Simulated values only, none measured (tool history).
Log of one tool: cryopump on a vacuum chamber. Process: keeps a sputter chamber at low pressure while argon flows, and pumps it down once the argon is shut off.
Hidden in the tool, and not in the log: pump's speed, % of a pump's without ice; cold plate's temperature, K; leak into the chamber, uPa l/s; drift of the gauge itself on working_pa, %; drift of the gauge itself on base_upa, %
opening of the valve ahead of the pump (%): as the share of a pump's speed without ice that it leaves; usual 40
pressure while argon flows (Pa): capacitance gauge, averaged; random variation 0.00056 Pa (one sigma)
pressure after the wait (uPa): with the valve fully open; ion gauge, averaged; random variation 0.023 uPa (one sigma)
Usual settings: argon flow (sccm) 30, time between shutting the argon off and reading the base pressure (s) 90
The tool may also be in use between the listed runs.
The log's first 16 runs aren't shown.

| run | day | argon flow (sccm) | time between shutting the argon off and reading the base pressure (s) | opening of the valve ahead of the pump (%) | hours of work since the pump was warmed up and emptied | hours of work since the cold head was overhauled | hours of work since the chamber's fittings were tightened | pressure while argon flows (Pa) | pressure after the wait (uPa) |
|---|---|---|---|---|---|---|---|---|---|
| 17 | 33.283 | 30 | 90 | 40 | 79 | 1364 | 3089 | 0.0671 | 1.07 |
| 18 | 35.317 | 22 | 40 | 40 | 121 | 1406 | 3131 | 0.0502 | 1.9 |
| 19 | 37.221 | 15 | 55 | 48 | 161 | 1446 | 3171 | 0.0298 | 1.53 |
| 20 | 39.767 | 56 | 89 | 30 | 213 | 1498 | 3223 | 0.1708 | 1.11 |
| 21 | 41.771 | 17 | 32 | 20 | 255 | 1540 | 3265 | 0.0762 | 2.29 |
| 22 | 44.496 | 38 | 23 | 20 | 311 | 1596 | 3321 | 0.1744 | 3.03 |
| 23 | 46.492 | 30 | 39 | 40 | 353 | 1638 | 3363 | 0.0737 | 2.06 |
| 24 | 48.183 | 30 | 90 | 22 | 388 | 1673 | 3398 | 0.1273 | 1.18 |
| 25 | 50.258 | 45 | 90 | 16 | 431 | 1716 | 3441 | 0.2608 | 1.27 |
| 26 | 52.279 | 45 | 90 | 16 | 473 | 1758 | 3483 | 0.2611 | 1.3 |
| 27 | 53.483 | 45 | 90 | 16 | 498 | 1783 | 3508 | 0.2622 | 1.29 |
| 28 | 54.696 | 21 | 60 | 54 | 523 | 1808 | 3533 | 0.0426 | 1.62 |
| 29 | 55.9 | 57 | 249 | 47 | 548 | 1833 | 3558 | 0.1303 | 0.87 |
| 30 | 57.517 | 57 | 249 | 47 | 581 | 1866 | 3591 | 0.1344 | 0.93 |
|  | 58.821 | pump warmed up, emptied and cooled again |
| 31 | 60.033 | 57 | 72 | 47 | 25 | 1914 | 3639 | 0.1068 | 1.27 |

Forecast run 32:
| 32 | 61.533 | 57 | 72 | 47 | 56 | 1945 | 3670 | ? | ? |

pressure while argon flows (Pa): 0.1079
pressure after the wait (uPa): 1.32
Without the tool's hidden state the same run would have given pressure while argon flows (Pa) 0.1047, pressure after the wait (uPa) 1.
